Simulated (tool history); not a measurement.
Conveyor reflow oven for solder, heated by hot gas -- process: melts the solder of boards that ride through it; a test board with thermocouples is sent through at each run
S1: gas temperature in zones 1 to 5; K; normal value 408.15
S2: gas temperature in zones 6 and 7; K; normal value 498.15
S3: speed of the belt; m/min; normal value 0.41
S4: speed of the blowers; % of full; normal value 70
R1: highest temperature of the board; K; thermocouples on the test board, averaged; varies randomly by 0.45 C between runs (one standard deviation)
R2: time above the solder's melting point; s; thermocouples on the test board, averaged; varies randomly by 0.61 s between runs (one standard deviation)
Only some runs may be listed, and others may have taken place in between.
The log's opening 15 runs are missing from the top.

| run | day | S1 | S2 | S3 | S4 | R1 | R2 |
|---|---|---|---|---|---|---|---|
| 16 | 29.562 | 401.15 | 498.15 | 0.41 | 70 | 482.75 | 58.1 |
| 17 | 32.242 | 401.15 | 498.15 | 0.333 | 70 | 488.45 | 79.3 |
| 18 | 34.15 | 401.15 | 503.15 | 0.477 | 87 | 486.85 | 52.3 |
| 19 | 35.671 | 401.15 | 510.15 | 0.477 | 87 | 491.75 | 55.9 |
| 20 | 37.838 | 409.15 | 505.15 | 0.41 | 68 | 489.15 | 66.1 |
|  | 38.529 | belt drive overhauled, speed set with a stopwatch |
| 21 | 40.654 | 409.15 | 505.15 | 0.41 | 68 | 487.65 | 63 |
| 22 | 43.775 | 409.15 | 505.15 | 0.41 | 68 | 487.75 | 62.2 |
| 23 | 46.796 | 409.15 | 505.15 | 0.41 | 68 | 487.55 | 61.6 |
| 24 | 48.371 | 409.15 | 505.15 | 0.41 | 68 | 486.95 | 61.2 |
| 25 | 51.071 | 422.15 | 507.15 | 0.396 | 69 | 492.45 | 75.4 |
|  | 52.75 | flux residue cleaned out of gas plates and filters |
| 26 | 53.988 | 408.15 | 493.15 | 0.451 | 70 | 478.85 | 46.8 |
| 27 | 55.675 | 408.15 | 500.15 | 0.402 | 61 | 485.45 | 60.6 |
|  | 57.512 | thermocouples of zones 6 and 7 changed |
| 28 | 58.012 | 408.15 | 500.15 | 0.402 | 61 | 482.55 | 58.8 |
| 29 | 59.954 | 416.15 | 498.15 | 0.41 | 70 | 484.65 | 63.1 |
| 30 | 62.05 | 408.15 | 509.15 | 0.41 | 70 | 492.95 | 65.2 |

Forecast each of these 4 alternatives for the next run:
| A | 63.508 | 410.15 | 495.15 | 0.41 | 81 | ? | ? |
| B | 63.508 | 406.15 | 498.15 | 0.41 | 70 | ? | ? |
| C | 63.508 | 393.15 | 497.15 | 0.41 | 72 | ? | ? |
| D | 63.508 | 413.15 | 494.15 | 0.399 | 70 | ? | ? |

| run | R1 | R2 |
|---|---|---|
| A | 482.55 | 59.8 |
| B | 482.55 | 55.8 |
| C | 478.55 | 48 |
| D | 481.65 | 59.4 |
Had the tool no hidden state, the same runs would have come out as:
| run | R1 | R2 |
|---|---|---|
| A | 483.95 | 61.7 |
| B | 484.05 | 57.7 |
| C | 480.25 | 50.4 |
| D | 482.95 | 61.2 |

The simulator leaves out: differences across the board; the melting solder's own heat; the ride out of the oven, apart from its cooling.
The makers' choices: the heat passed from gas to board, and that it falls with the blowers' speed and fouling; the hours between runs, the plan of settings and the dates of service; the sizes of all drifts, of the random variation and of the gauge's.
